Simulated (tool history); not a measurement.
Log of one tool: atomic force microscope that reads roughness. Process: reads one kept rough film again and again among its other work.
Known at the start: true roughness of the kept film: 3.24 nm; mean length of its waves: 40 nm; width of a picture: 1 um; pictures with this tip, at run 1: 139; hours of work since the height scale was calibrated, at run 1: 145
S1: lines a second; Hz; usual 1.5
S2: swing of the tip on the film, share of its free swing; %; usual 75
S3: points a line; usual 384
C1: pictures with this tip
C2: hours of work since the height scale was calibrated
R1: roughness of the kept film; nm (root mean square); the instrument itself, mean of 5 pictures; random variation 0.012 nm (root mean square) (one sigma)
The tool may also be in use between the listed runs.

run	hour	S1	S2	S3	C1	C2	R1
1	0	1.5	75	384	139	145	2.688
2	7.1	1.95	75	384	155	150	2.592
3	12.9	1.95	75	384	168	154	2.576
4	19.6	1.5	75	384	184	159	2.62
5	28.3	1.5	75	384	204	165	2.602
6	33.7	1.5	75	384	216	169	2.626
7	42.1	0.68	75	384	235	175	2.749
8	47.9	0.68	75	384	249	180	2.743
9	54.4	0.68	75	384	264	184	2.717
10	62.3	1.5	75	585	282	190	2.551
11	70.4	1.5	75	585	301	196	2.541
12	79.2	1.5	75	585	321	203	2.528
# hour 83.3: new tip fitted
13	86.6	1.5	75	585	8	208	2.79
14	96.3	1.5	75	585	30	215	2.782
15	105.7	3.4	75	585	51	222	2.431
16	113	3.4	75	585	68	227	2.424
17	120.2	1.5	75	384	85	232	2.718
18	129.6	1.5	75	384	107	239	2.725
19	137.2	1.5	75	384	124	245	2.684
20	145.9	1.5	75	384	144	251	2.64
21	150.5	1.07	75	384	154	254	2.725
22	158.3	1.07	75	384	172	260	2.737
23	163.7	1.5	75	384	185	264	2.62
24	170.4	1.5	75	384	200	269	2.61
25	178.7	1.5	75	384	219	275	2.599
26	188.4	1.5	75	384	242	282	2.573
# hour 190: height scale calibrated on a step standard
27	197.6	1.5	75	384	260	6	2.546
28	207.4	1.5	75	384	283	13	2.553
29	215	1.38	84	614	301	18	2.448
30	222.2	1.1	75	753	317	24	2.606
# hour 225.8: height scale calibrated on a step standard, once more
# hour 228.6: new tip fitted
31	230.7	0.76	84	972	5	3	2.843
32	240.4	0.76	87	972	27	10	2.809
33	248.8	2.36	87	972	47	16	2.341
34	255	2.36	78	972	61	21	2.536
35	262.1	1.88	58	780	77	26	2.88
36	270.1	1.5	69	258	96	32	2.775
37	275.9	1.37	75	805	109	36	2.735
38	281.7	1.38	60	462	122	40	2.861
39	286.8	1.38	60	510	134	44	2.857
40	293.1	1.5	60	510	149	49	2.829
41	299.1	1.52	64	860	162	53	2.794
42	304	0.97	65	376	174	57	2.822
43	310.9	0.97	65	376	190	62	2.835
44	318	0.97	65	376	206	67	2.78
45	323.8	3.02	67	266	219	71	2.536
46	330.3	1.69	63	384	234	76	2.727
47	336.8	2.76	68	447	249	81	2.527
48	341.2	2.76	68	671	259	84	2.542
49	349.8	2.7	84	952	279	90	2.171

The same runs without the tool's hidden state, with the same run-to-run variation:
The hidden state here: radius of the tip, nm; height scale over the true one, %; drift of the gauge itself on roughness_nm, %.
run	R1
1	2.811
2	2.725
3	2.719
4	2.779
5	2.777
6	2.811
7	2.959
8	2.966
9	2.953
10	2.787
11	2.792
12	2.793
13	2.807
14	2.818
15	2.479
16	2.484
17	2.799
18	2.826
19	2.798
20	2.769
21	2.868
22	2.896
23	2.784
24	2.786
25	2.789
26	2.781
27	2.771
28	2.797
29	2.697
30	2.883
31	2.849
32	2.833
33	2.376
34	2.586
35	2.951
36	2.859
37	2.829
38	2.97
39	2.978
40	2.961
41	2.935
42	2.975
43	3.003
44	2.958
45	2.71
46	2.928
47	2.724
48	2.748
49	2.361
